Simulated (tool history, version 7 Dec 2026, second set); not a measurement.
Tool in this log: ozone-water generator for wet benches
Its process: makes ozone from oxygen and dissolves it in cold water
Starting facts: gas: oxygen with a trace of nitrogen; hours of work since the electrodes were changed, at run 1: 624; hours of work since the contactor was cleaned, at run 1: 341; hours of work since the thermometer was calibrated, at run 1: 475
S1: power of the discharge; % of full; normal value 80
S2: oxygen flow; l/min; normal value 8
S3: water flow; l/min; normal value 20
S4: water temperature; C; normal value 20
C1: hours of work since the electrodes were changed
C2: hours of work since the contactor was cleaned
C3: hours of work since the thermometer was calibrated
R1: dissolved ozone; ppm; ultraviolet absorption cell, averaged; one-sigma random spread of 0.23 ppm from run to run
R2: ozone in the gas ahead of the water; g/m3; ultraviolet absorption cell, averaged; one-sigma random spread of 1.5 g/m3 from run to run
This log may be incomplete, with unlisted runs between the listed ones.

Run 1, hour 0: usual settings; C1 624; C2 341; C3 475. Result: R1 32.5 ppm, R2 267.9 g/m3.
Run 2, hour 16.8: usual settings but S2 10.07 l/min; C1 638; C2 355; C3 489. Result: R1 32.8 ppm, R2 247.8 g/m3.
Run 3, hour 33.2: usual settings but S2 10.07 l/min; C1 651; C2 368; C3 502. Result: R1 32.7 ppm, R2 246.3 g/m3.
Run 4, hour 56.9: usual settings but S2 10.07 l/min; C1 670; C2 387; C3 521. Result: R1 32.9 ppm, R2 247.2 g/m3.
Run 5, hour 78.5: usual settings but S1 95 % of full; C1 687; C2 405; C3 539. Result: R1 36.8 ppm, R2 300.3 g/m3.
Run 6, hour 95.5: usual settings but S4 15 C; C1 701; C2 419; C3 553. Result: R1 35 ppm, R2 267.9 g/m3.
Run 7, hour 129.5: usual settings but S4 15 C; C1 729; C2 446; C3 580. Result: R1 35.2 ppm, R2 266 g/m3.
Run 8, hour 165.8: usual settings but S4 15 C; C1 758; C2 475; C3 609. Result: R1 35 ppm, R2 266.1 g/m3.
Run 9, hour 195.5: usual settings but S4 15 C; C1 782; C2 500; C3 634. Result: R1 35 ppm, R2 265.1 g/m3.
Run 10, hour 213.7: usual settings but S4 15 C; C1 797; C2 514; C3 648. Result: R1 34.6 ppm, R2 263.7 g/m3.
Run 11, hour 249.1: usual settings but S4 22 C; C1 825; C2 543; C3 677. Result: R1 30.7 ppm, R2 261.9 g/m3.
Run 12, hour 276.3: usual settings but S4 22 C; C1 847; C2 565; C3 699. Result: R1 31 ppm, R2 262.8 g/m3.
Run 13, hour 306: usual settings but S4 22 C; C1 871; C2 589; C3 723. Result: R1 30.5 ppm, R2 265.6 g/m3.
Run 14, hour 326.6: usual settings but S2 12.73 l/min; C1 888; C2 606; C3 740. Result: R1 32.4 ppm, R2 223.7 g/m3.
Run 15, hour 341.6: usual settings but S1 55 % of full, S3 24 l/min; C1 900; C2 618; C3 752. Result: R1 21 ppm, R2 199.5 g/m3.
Run 16, hour 371.5: usual settings but S1 73 % of full, S2 4.18 l/min, S3 24 l/min, S4 21 C; C1 924; C2 642; C3 776. Result: R1 22.2 ppm, R2 305.7 g/m3.
Run 17, hour 394.4: usual settings but S3 30 l/min, S4 17 C; C1 943; C2 660; C3 794. Result: R1 23.8 ppm, R2 259 g/m3.
Run 18, hour 415.9: usual settings but S1 44 % of full, S3 12 l/min, S4 12 C; C1 960; C2 678; C3 812. Result: R1 33.3 ppm, R2 169.5 g/m3.
Run 19, hour 438.6: usual settings but S1 87 % of full, S4 12 C; C1 979; C2 696; C3 830. Result: R1 38.4 ppm, R2 278 g/m3.
Run 20, hour 454.7: usual settings but S1 87 % of full, S4 12 C; C1 992; C2 709; C3 843. Result: R1 38 ppm, R2 277.8 g/m3.
Run 21, hour 473.3: usual settings but S1 87 % of full, S4 12 C; C1 1007; C2 724; C3 858. Result: R1 37.8 ppm, R2 275.4 g/m3.
Run 22, hour 499.1: usual settings but S1 67 % of full, S4 25 C; C1 1028; C2 745; C3 879. Result: R1 25 ppm, R2 229.9 g/m3.
Run 23, hour 531.2: usual settings but S1 54 % of full, S2 4.88 l/min; C1 1054; C2 771; C3 905. Result: R1 21.9 ppm, R2 234 g/m3.
Run 24, hour 557.1: usual settings but S1 54 % of full, S2 4.88 l/min; C1 1075; C2 792; C3 926. Result: R1 21.8 ppm, R2 231.5 g/m3.
Run 25, hour 574.7: usual settings but S1 54 % of full, S2 11.55 l/min; C1 1089; C2 806; C3 940. Result: R1 24 ppm, R2 170.9 g/m3.
Run 26, hour 604.4: usual settings but S1 61 % of full, S2 6.98 l/min, S3 15 l/min, S4 14 C; C1 1113; C2 830; C3 964. Result: R1 34.4 ppm, R2 224.4 g/m3.

Here are 3 independent what-if runs from the current tool condition. What would each one return?
Run A, hour 640.8: usual settings but S1 40 % of full, S2 9.24 l/min, S4 17 C; C1 1142; C2 860; C3 994. Result: R1 ?, R2 ?.
Run B, hour 640.8: usual settings but S1 77 % of full; C1 1142; C2 860; C3 994. Result: R1 ?, R2 ?.
Run C, hour 640.8: usual settings but S1 49 % of full, S2 4.73 l/min, S3 15 l/min, S4 14 C; C1 1142; C2 860; C3 994. Result: R1 ?, R2 ?.

run    R1     R2
  A  20.2  148.6
  B  30.3  250.3
  C  28.1  217.9
With no hidden state in the tool, these same runs would have given:
run    R1     R2
  A  21.3  154.3
  B  32.9  268.4
  C  29.8  228.5
